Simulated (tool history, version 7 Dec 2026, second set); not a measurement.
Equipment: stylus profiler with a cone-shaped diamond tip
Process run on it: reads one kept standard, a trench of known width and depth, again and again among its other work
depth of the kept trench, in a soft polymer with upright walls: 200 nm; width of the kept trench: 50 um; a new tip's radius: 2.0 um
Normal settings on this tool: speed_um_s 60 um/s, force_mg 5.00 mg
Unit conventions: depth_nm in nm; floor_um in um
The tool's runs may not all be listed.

run 1 hour=0.0 | speed_um_s=60 force_mg=5.00 | depth_nm=205.40 floor_um=47.89
run 2 hour=45.2 | speed_um_s=60 force_mg=5.00 | depth_nm=205.42 floor_um=47.94
run 3 hour=99.7 | speed_um_s=60 force_mg=5.00 | depth_nm=205.39 floor_um=47.87
run 4 hour=143.4 | speed_um_s=60 force_mg=5.00 | depth_nm=205.49 floor_um=47.79
run 5 hour=191.8 | speed_um_s=110 force_mg=5.00 | depth_nm=205.38 floor_um=47.63
run 6 hour=241.0 | speed_um_s=110 force_mg=5.00 | depth_nm=205.35 floor_um=47.53
run 7 hour=294.3 | speed_um_s=110 force_mg=5.00 | depth_nm=205.41 floor_um=47.48
run 8 hour=343.8 | speed_um_s=16 force_mg=1.86 | depth_nm=202.77 floor_um=47.69
run 9 hour=394.3 | speed_um_s=205 force_mg=3.66 | depth_nm=204.35 floor_um=47.02
-- hour=399.6 height scale calibrated on a step standard
run 10 hour=423.0 | speed_um_s=205 force_mg=3.66 | depth_nm=204.13 floor_um=47.04
run 11 hour=483.5 | speed_um_s=67 force_mg=7.26 | depth_nm=206.77 floor_um=47.51
-- hour=507.0 height scale calibrated on a step standard, once more
run 12 hour=530.2 | speed_um_s=67 force_mg=7.26 | depth_nm=207.03 floor_um=47.46
run 13 hour=589.3 | speed_um_s=71 force_mg=5.11 | depth_nm=205.52 floor_um=47.39

Each row is a separate what-if for the run after 13, all from the same tool condition, not one after another. Results?
run A hour=630.8 | speed_um_s=82 force_mg=5.95 | depth_nm=? floor_um=?
run B hour=630.8 | speed_um_s=65 force_mg=2.59 | depth_nm=? floor_um=?
run C hour=630.8 | speed_um_s=80 force_mg=5.11 | depth_nm=? floor_um=?
run D hour=630.8 | speed_um_s=71 force_mg=3.59 | depth_nm=? floor_um=?

run=A depth_nm=206.15 floor_um=47.30
run=B depth_nm=203.23 floor_um=47.30
run=C depth_nm=205.39 floor_um=47.34
run=D depth_nm=204.39 floor_um=47.30
Without the tool's hidden state the same runs would have given:
run=A depth_nm=206.19 floor_um=48.01
run=B depth_nm=203.27 floor_um=48.02
run=C depth_nm=205.43 floor_um=48.06
run=D depth_nm=204.44 floor_um=48.02
